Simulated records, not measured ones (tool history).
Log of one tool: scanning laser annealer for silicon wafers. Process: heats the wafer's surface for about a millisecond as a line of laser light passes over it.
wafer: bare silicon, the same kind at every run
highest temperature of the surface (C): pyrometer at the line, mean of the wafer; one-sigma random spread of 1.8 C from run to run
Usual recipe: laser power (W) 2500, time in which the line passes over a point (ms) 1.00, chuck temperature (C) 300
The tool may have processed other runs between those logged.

| run | day | laser power (W) | time in which the line passes over a point (ms) | chuck temperature (C) | highest temperature of the surface (C) |
|---|---|---|---|---|---|
| 1 | 0.000 | 2500 | 1.00 | 300 | 983 |
| 2 | 0.558 | 2500 | 1.12 | 300 | 1022 |
| 3 | 0.975 | 2500 | 0.74 | 300 | 889 |
| 4 | 1.521 | 2500 | 0.74 | 300 | 887 |
| 5 | 2.125 | 2500 | 0.78 | 300 | 902 |
| 6 | 2.675 | 2500 | 0.78 | 300 | 901 |
| 7 | 3.146 | 2500 | 0.78 | 300 | 901 |
| 8 | 3.654 | 2500 | 1.00 | 316 | 999 |
| 9 | 4.104 | 2656 | 1.00 | 300 | 1030 |
| 10 | 4.662 | 2564 | 1.00 | 300 | 1003 |
| 11 | 5.046 | 2500 | 1.00 | 303 | 983 |
| 12 | 5.321 | 2500 | 1.00 | 303 | 981 |
| 13 | 5.654 | 2477 | 1.14 | 309 | 1028 |
| 14 | 5.979 | 2489 | 0.97 | 321 | 988 |
| 15 | 6.383 | 2458 | 0.86 | 326 | 945 |
| 16 | 6.850 | 2605 | 0.97 | 321 | 1022 |
| 17 | 7.196 | 2423 | 0.85 | 328 | 932 |
| 18 | 7.479 | 2500 | 0.89 | 295 | 941 |
| 19 | 8.054 | 2500 | 0.89 | 295 | 935 |
| 20 | 8.679 | 2500 | 0.89 | 295 | 935 |
| 21 | 9.179 | 2500 | 0.99 | 295 | 971 |
| 22 | 9.492 | 2428 | 1.00 | 300 | 957 |
| 23 | 9.925 | 2500 | 1.00 | 308 | 987 |

Consider 4 possible next runs. They are alternatives, not a sequence: every one starts from the tool as it was left by run 23. What does each give?
| A | 10.567 | 2318 | 1.23 | 325 | ? |
| B | 10.567 | 2500 | 1.22 | 300 | ? |
| C | 10.567 | 2737 | 0.93 | 335 | ? |
| D | 10.567 | 2627 | 0.79 | 308 | ? |

| run | highest temperature of the surface (C) |
|---|---|
| A | 1017 |
| B | 1049 |
| C | 1058 |
| D | 942 |
Had the tool no hidden state, the same runs would have come out as:
| run | highest temperature of the surface (C) |
|---|---|
| A | 1060 |
| B | 1095 |
| C | 1103 |
| D | 981 |
